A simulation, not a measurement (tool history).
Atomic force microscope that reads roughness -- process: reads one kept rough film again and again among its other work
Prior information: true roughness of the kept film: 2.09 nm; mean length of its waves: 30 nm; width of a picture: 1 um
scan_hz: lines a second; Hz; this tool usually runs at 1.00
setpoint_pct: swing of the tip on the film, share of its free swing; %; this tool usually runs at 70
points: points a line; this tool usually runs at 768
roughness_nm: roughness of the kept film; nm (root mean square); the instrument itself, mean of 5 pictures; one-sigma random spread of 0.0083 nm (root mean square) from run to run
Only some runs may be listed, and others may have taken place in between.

run    hour  scan_hz  setpoint_pct  points  roughness_nm
  1     0.0     1.00            70     768         1.793
       40.7  -- new tip fitted
  2    45.7     1.00            70     768         1.813
  3    76.8     1.00            75     768         1.768
       91.6  -- new tip fitted
  4   113.4     1.00            70     768         1.817
      143.4  -- new tip fitted
  5   156.9     2.77            70     768         1.632
  6   185.4     2.77            70     768         1.631
      195.2  -- new tip fitted
  7   229.7     1.00            66     768         1.812
      245.6  -- new tip fitted
  8   268.4     1.00            66     768         1.821
      296.6  -- new tip fitted
  9   308.2     1.00            66     768         1.827
 10   342.2     1.00            66     768         1.818
      347.1  -- new tip fitted
 11   363.5     1.00            66     768         1.823
      399.2  -- new tip fitted
 12   400.6     1.00            66     768         1.807
 13   426.8     1.00            56     768         1.877
      451.8  -- new tip fitted
 14   477.9     1.00            56     768         1.858
      502.3  -- new tip fitted
 15   508.0     1.00            70     768         1.799
      553.7  -- new tip fitted
 16   559.1     1.00            70     768         1.801
 17   581.5     1.00            70     768         1.806
      606.8  -- new tip fitted
 18   626.5     1.00            70     768         1.782
 19   656.3     1.00            70     768         1.807
      659.5  -- new tip fitted
 20   684.5     1.00            70     768         1.788
      713.0  -- new tip fitted
 21   715.0     0.95            70     768         1.819
 22   751.6     0.95            70     768         1.817
      764.4  -- new tip fitted
 23   785.4     0.95            70     768         1.819
      817.8  -- new tip fitted
 24   835.1     1.05            70     895         1.793
      869.6  -- new tip fitted
 25   877.1     1.05            70     895         1.789
      920.8  -- new tip fitted
 26   921.5     1.13            64     768         1.824
 27   961.8     1.78            70     351         1.698
      973.4  -- new tip fitted
 28   990.5     1.00            70     409         1.793
     1024.3  -- new tip fitted
 29  1025.0     1.24            79     639         1.703
 30  1049.9     1.24            89     639         1.597
     1075.9  -- new tip fitted
 31  1077.0     0.61            78     358         1.805
 32  1104.2     0.89            67    1012         1.815
     1128.9  -- new tip fitted
 33  1142.6     1.06            70     768         1.788
     1180.7  -- new tip fitted
 34  1187.3     1.00            56     881         1.868
 35  1222.5     1.00            56     881         1.863
     1231.1  -- new tip fitted
 36  1247.3     0.63            65     768         1.842
 37  1280.5     0.63            65     768         1.840
     1283.6  -- new tip fitted
 38  1302.8     0.75            59     285         1.836
     1334.4  -- new tip fitted
 39  1342.5     0.97            70     761         1.802
 40  1374.7     0.78            70     362         1.815
     1387.2  -- new tip fitted
 41  1425.2     0.78            70     362         1.825
     1438.2  -- new tip fitted
 42  1475.7     0.55            67     343         1.841
     1490.4  -- new tip fitted
 43  1502.1     1.32            57     668         1.848
 44  1524.6     1.32            57     668         1.844
     1541.0  -- new tip fitted
 45  1573.4     1.00            70     578         1.811
     1591.8  -- new tip fitted
     1613.7  -- height scale calibrated on a step standard
 46  1614.5     2.44            57     785         1.792

Predict each of these 4 candidate next runs independently; none follows another, all start after run 46:
     1645.0  -- new tip fitted
  A  1657.2     0.56            70     768             ?
     1645.0  -- new tip fitted
  B  1657.2     1.00            84     616             ?
     1645.0  -- new tip fitted
  C  1657.2     2.44            88     519             ?
     1645.0  -- new tip fitted
  D  1657.2     1.08            70     768             ?

run  roughness_nm
  A         1.843
  B         1.682
  C         1.396
  D         1.792
With the hidden condition removed and each run's random variation left untouched, the same runs would have given:
run  roughness_nm
  A         1.844
  B         1.683
  C         1.397
  D         1.794
